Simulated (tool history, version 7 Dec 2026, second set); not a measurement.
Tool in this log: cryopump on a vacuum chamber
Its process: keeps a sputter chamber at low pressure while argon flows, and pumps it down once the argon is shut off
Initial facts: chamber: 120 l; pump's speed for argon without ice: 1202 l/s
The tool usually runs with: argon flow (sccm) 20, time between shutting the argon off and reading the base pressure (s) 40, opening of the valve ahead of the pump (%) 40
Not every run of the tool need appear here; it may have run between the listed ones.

run   hour  argon flow (sccm)  time between shutting the argon off and reading the base pressure (s)  opening of the valve ahead of the pump (%)  pressure while argon flows (Pa)  pressure after the wait (uPa)
  1    0.0                 20                                                                     40                                          40                           0.0699                           4.40
  2   18.3                 20                                                                     40                                          40                           0.0704                           4.40
  3   48.4                 20                                                                     40                                          40                           0.0707                           4.44
  4   78.3                 20                                                                     80                                          40                           0.0716                           3.03
  5  111.9                 20                                                                     80                                          40                           0.0730                           3.09
  6  139.1                 20                                                                     40                                          23                           0.1253                           4.62
  7  154.6                 20                                                                     40                                          23                           0.1258                           4.54
  8  180.5                 20                                                                     40                                          39                           0.0751                           4.71
  9  204.7                 20                                                                     40                                          39                           0.0771                           4.65
 10  221.8                 20                                                                     40                                          39                           0.0777                           4.57
 11  242.4                 20                                                                     53                                          40                           0.0746                           4.04
 12  272.5                 20                                                                     53                                          40                           0.0766                           4.16
 13  292.5                 20                                                                     40                                          40                           0.0757                           4.87
 14  326.3                 20                                                                     40                                          26                           0.1171                           4.89
 15  345.5                 20                                                                     40                                          26                           0.1153                           4.91
 16  375.1                 20                                                                     40                                          26                           0.1159                           4.99
 17  409.3                 20                                                                     40                                          26                           0.1176                           5.13
 18  427.1                 20                                                                     40                                          26                           0.1175                           5.11
 19  458.5                 20                                                                     40                                          26                           0.1173                           5.11
 20  482.3                 15                                                                     61                                          25                           0.0919                           4.35
     510.6  -- pump warmed up, emptied and cooled again
 21  515.9                 14                                                                    106                                          25                           0.0791                           2.97
 22  539.6                 14                                                                     34                                          25                           0.0786                           5.25
 23  553.9                 18                                                                     66                                          49                           0.0531                           3.59
 24  576.8                 18                                                                     66                                          49                           0.0540                           3.55
 25  600.8                 18                                                                     66                                          49                           0.0536                           3.60
 26  625.1                 18                                                                     66                                          49                           0.0536                           3.73
 27  652.1                  8                                                                     46                                          49                           0.0239                           4.53
 28  674.8                  8                                                                     46                                          49                           0.0243                           4.37
 29  697.5                  8                                                                     46                                          49                           0.0246                           4.57
 30  718.2                 32                                                                    151                                          50                           0.0968                           2.96
 31  746.5                 20                                                                    215                                          40                           0.0742                           2.67
 32  768.9                 13                                                                     20                                          40                           0.0491                           8.09
 33  801.3                 20                                                                     30                                          57                           0.0560                           6.11
 34  818.8                 20                                                                     30                                          57                           0.0556                           6.19

Hidden state or all else? Some run-to-run changes of pressure while argon flows (Pa), split into what the settings, what came in and random variation would give without the hidden state, and what is left for the hidden state (with any gauge scatter that isn't in both results):
Unlogged tool condition in this case: pump's speed, % of a pump's without ice; cold plate's temperature, K; leak into the chamber, uPa l/s; drift of the gauge itself on working_pa, %; drift of the gauge itself on base_upa, %.
Run 5 -> 6: time between shutting the argon off and reading the base pressure (s) 80 -> 40, opening of the valve ahead of the pump (%) 40 -> 23. pressure while argon flows (Pa) +0.0523: hidden state +0.0005, all else +0.0518.
Run 7 -> 8: opening of the valve ahead of the pump (%) 23 -> 39. pressure while argon flows (Pa) -0.0507: hidden state +0.0004, all else -0.0511.
Run 20 -> 21: argon flow (sccm) 15 -> 14, time between shutting the argon off and reading the base pressure (s) 61 -> 106, pump warmed up, emptied and cooled again. pressure while argon flows (Pa) -0.0128: hidden state -0.0080, all else -0.0048.
Run 29 -> 30: argon flow (sccm) 8 -> 32, time between shutting the argon off and reading the base pressure (s) 46 -> 151, opening of the valve ahead of the pump (%) 49 -> 50. pressure while argon flows (Pa) +0.0722: hidden state +0.0052, all else +0.0670.
Run 32 -> 33: argon flow (sccm) 13 -> 20, time between shutting the argon off and reading the base pressure (s) 20 -> 30, opening of the valve ahead of the pump (%) 40 -> 57. pressure while argon flows (Pa) +0.0069: hidden state +0.0026, all else +0.0043.
